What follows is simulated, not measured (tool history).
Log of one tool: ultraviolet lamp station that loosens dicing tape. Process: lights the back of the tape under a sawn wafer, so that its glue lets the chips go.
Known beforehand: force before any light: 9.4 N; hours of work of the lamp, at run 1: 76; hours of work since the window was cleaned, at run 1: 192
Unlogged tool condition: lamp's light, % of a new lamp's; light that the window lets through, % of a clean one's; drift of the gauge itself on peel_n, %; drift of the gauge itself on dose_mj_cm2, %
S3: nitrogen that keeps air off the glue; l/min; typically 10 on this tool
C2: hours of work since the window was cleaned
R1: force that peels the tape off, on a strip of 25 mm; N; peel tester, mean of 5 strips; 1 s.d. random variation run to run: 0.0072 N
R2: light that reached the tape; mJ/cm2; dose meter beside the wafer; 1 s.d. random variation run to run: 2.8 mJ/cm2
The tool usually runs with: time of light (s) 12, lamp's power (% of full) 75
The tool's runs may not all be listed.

{"run": 1, "hour": 0.0, "time of light (s)": 12, "lamp's power (% of full)": 75, "S3": 10, "hours of work of the lamp": 76, "C2": 192, "R1": 0.4, "R2": 320}
{"run": 2, "hour": 12.3, "time of light (s)": 12, "lamp's power (% of full)": 75, "S3": 10, "hours of work of the lamp": 85, "C2": 201, "R1": 0.418, "R2": 321}
{"run": 3, "hour": 25.6, "time of light (s)": 12, "lamp's power (% of full)": 75, "S3": 10, "hours of work of the lamp": 94, "C2": 210, "R1": 0.413, "R2": 318}
{"run": 4, "hour": 36.7, "time of light (s)": 12, "lamp's power (% of full)": 75, "S3": 10, "hours of work of the lamp": 102, "C2": 218, "R1": 0.445, "R2": 313}
{"run": 5, "hour": 47.9, "time of light (s)": 12, "lamp's power (% of full)": 75, "S3": 7, "hours of work of the lamp": 110, "C2": 226, "R1": 0.534, "R2": 307}
{"run": 6, "hour": 60.5, "time of light (s)": 12, "lamp's power (% of full)": 75, "S3": 6, "hours of work of the lamp": 118, "C2": 235, "R1": 0.6, "R2": 306}
{"run": 7, "hour": 67.2, "time of light (s)": 12, "lamp's power (% of full)": 75, "S3": 6, "hours of work of the lamp": 123, "C2": 240, "R1": 0.605, "R2": 303}
{"run": 8, "hour": 76.7, "time of light (s)": 12, "lamp's power (% of full)": 75, "S3": 3, "hours of work of the lamp": 130, "C2": 246, "R1": 0.927, "R2": 304}
{"run": 9, "hour": 82.2, "time of light (s)": 12, "lamp's power (% of full)": 75, "S3": 3, "hours of work of the lamp": 134, "C2": 250, "R1": 0.881, "R2": 305}
{"run": 10, "hour": 89.4, "time of light (s)": 12, "lamp's power (% of full)": 60, "S3": 10, "hours of work of the lamp": 139, "C2": 255, "R1": 0.874, "R2": 245}
{"run": 11, "hour": 100.5, "time of light (s)": 12, "lamp's power (% of full)": 60, "S3": 10, "hours of work of the lamp": 146, "C2": 263, "R1": 0.907, "R2": 236}
{"run": 12, "hour": 114.2, "time of light (s)": 12, "lamp's power (% of full)": 60, "S3": 10, "hours of work of the lamp": 156, "C2": 273, "R1": 0.93, "R2": 232}
{"run": 13, "hour": 124.0, "time of light (s)": 12, "lamp's power (% of full)": 60, "S3": 10, "hours of work of the lamp": 163, "C2": 280, "R1": 0.924, "R2": 237}
{"hour": 137.4, "done": "window cleaned of glue's vapour"}
{"run": 14, "hour": 138.0, "time of light (s)": 12, "lamp's power (% of full)": 60, "S3": 10, "hours of work of the lamp": 173, "C2": 0, "R1": 0.691, "R2": 271}
{"run": 15, "hour": 145.5, "time of light (s)": 12, "lamp's power (% of full)": 60, "S3": 10, "hours of work of the lamp": 178, "C2": 6, "R1": 0.69, "R2": 266}
{"run": 16, "hour": 155.4, "time of light (s)": 12, "lamp's power (% of full)": 75, "S3": 10, "hours of work of the lamp": 185, "C2": 13, "R1": 0.373, "R2": 328}
{"run": 17, "hour": 167.8, "time of light (s)": 21, "lamp's power (% of full)": 81, "S3": 6, "hours of work of the lamp": 193, "C2": 21, "R1": 0.086, "R2": 619}
{"run": 18, "hour": 180.6, "time of light (s)": 9, "lamp's power (% of full)": 75, "S3": 4, "hours of work of the lamp": 202, "C2": 30, "R1": 1.28, "R2": 243}
{"run": 19, "hour": 186.2, "time of light (s)": 9, "lamp's power (% of full)": 61, "S3": 4, "hours of work of the lamp": 206, "C2": 34, "R1": 1.874, "R2": 196}
{"run": 20, "hour": 198.6, "time of light (s)": 9, "lamp's power (% of full)": 61, "S3": 4, "hours of work of the lamp": 215, "C2": 43, "R1": 1.931, "R2": 193}
{"run": 21, "hour": 207.0, "time of light (s)": 19, "lamp's power (% of full)": 61, "S3": 4, "hours of work of the lamp": 221, "C2": 49, "R1": 0.354, "R2": 405}
{"run": 22, "hour": 214.0, "time of light (s)": 11, "lamp's power (% of full)": 72, "S3": 11, "hours of work of the lamp": 226, "C2": 54, "R1": 0.596, "R2": 281}
{"run": 23, "hour": 224.2, "time of light (s)": 11, "lamp's power (% of full)": 72, "S3": 11, "hours of work of the lamp": 233, "C2": 61, "R1": 0.629, "R2": 277}
{"run": 24, "hour": 230.8, "time of light (s)": 9, "lamp's power (% of full)": 81, "S3": 10, "hours of work of the lamp": 238, "C2": 66, "R1": 0.819, "R2": 252}
{"run": 25, "hour": 238.3, "time of light (s)": 9, "lamp's power (% of full)": 81, "S3": 10, "hours of work of the lamp": 243, "C2": 71, "R1": 0.817, "R2": 248}
{"run": 26, "hour": 245.8, "time of light (s)": 9, "lamp's power (% of full)": 81, "S3": 10, "hours of work of the lamp": 248, "C2": 76, "R1": 0.814, "R2": 249}
{"run": 27, "hour": 252.3, "time of light (s)": 12, "lamp's power (% of full)": 61, "S3": 10, "hours of work of the lamp": 253, "C2": 81, "R1": 0.828, "R2": 244}
{"run": 28, "hour": 260.7, "time of light (s)": 12, "lamp's power (% of full)": 61, "S3": 10, "hours of work of the lamp": 259, "C2": 87, "R1": 0.836, "R2": 246}
{"run": 29, "hour": 273.5, "time of light (s)": 12, "lamp's power (% of full)": 61, "S3": 10, "hours of work of the lamp": 268, "C2": 96, "R1": 0.861, "R2": 241}
{"run": 30, "hour": 285.4, "time of light (s)": 14, "lamp's power (% of full)": 75, "S3": 10, "hours of work of the lamp": 276, "C2": 104, "R1": 0.338, "R2": 343}
{"run": 31, "hour": 296.1, "time of light (s)": 13, "lamp's power (% of full)": 75, "S3": 17, "hours of work of the lamp": 284, "C2": 112, "R1": 0.34, "R2": 318}

3 options for the next run, each taken on its own from the tool as it stands now. Forecast them:
{"run": "A", "hour": 301.6, "time of light (s)": 14, "lamp's power (% of full)": 75, "S3": 6, "hours of work of the lamp": 287, "C2": 115, "R1": "?", "R2": "?"}
{"run": "B", "hour": 301.6, "time of light (s)": 7, "lamp's power (% of full)": 84, "S3": 19, "hours of work of the lamp": 287, "C2": 115, "R1": "?", "R2": "?"}
{"run": "C", "hour": 301.6, "time of light (s)": 14, "lamp's power (% of full)": 75, "S3": 10, "hours of work of the lamp": 287, "C2": 115, "R1": "?", "R2": "?"}

run=A R1=0.472 R2=340
run=B R1=1.184 R2=191
run=C R1=0.351 R2=344
With no hidden state in the tool, these same runs would have given:
run=A R1=0.221 R2=442
run=B R1=0.66 R2=248
run=C R1=0.163 R2=446

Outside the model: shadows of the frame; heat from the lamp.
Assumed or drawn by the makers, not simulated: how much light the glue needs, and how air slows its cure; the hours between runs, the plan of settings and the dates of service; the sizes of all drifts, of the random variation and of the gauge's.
